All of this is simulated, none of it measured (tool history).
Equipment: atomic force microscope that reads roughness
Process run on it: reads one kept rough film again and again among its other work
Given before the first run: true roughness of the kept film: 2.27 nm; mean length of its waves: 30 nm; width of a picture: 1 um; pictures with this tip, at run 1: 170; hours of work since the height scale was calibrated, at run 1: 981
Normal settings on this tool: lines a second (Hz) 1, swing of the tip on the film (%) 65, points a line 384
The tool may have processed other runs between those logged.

run,hour,lines a second (Hz),swing of the tip on the film (%),points a line,pictures with this tip,hours of work since the height scale was calibrated,roughness of the kept film (nm (root mean square))
1,0,1,65,384,170,981,1.926
2,64.6,1,77,384,237,1015,1.816
3,128.3,1,65,384,303,1048,1.874
# hour 193.3: new tip fitted
4,207.6,1,65,384,15,1089,2.011
5,243.7,1,65,384,53,1108,2.006
6,279.2,1,65,384,90,1126,1.99
7,319.3,1,65,384,131,1147,1.934
8,355.1,2.12,65,384,169,1166,1.837
9,431.3,1.74,65,384,248,1205,1.83
10,497.2,1.74,65,384,316,1240,1.798
11,539.6,1.74,65,384,361,1262,1.771
# hour 551: new tip fitted
12,606.4,1.74,65,384,58,1296,1.923
13,645,1,86,384,98,1316,1.787
14,681.6,1,89,963,136,1335,1.758
15,731.2,1,89,963,187,1361,1.723

Forecast run 16:
16,787.3,3.23,88,572,246,1390,?

{"run 16": {"roughness of the kept film (nm (root mean square))": 1.297}}
With the hidden condition absent and the run-to-run variation left alone, this run would have shown roughness of the kept film (nm (root mean square)) 1.405.
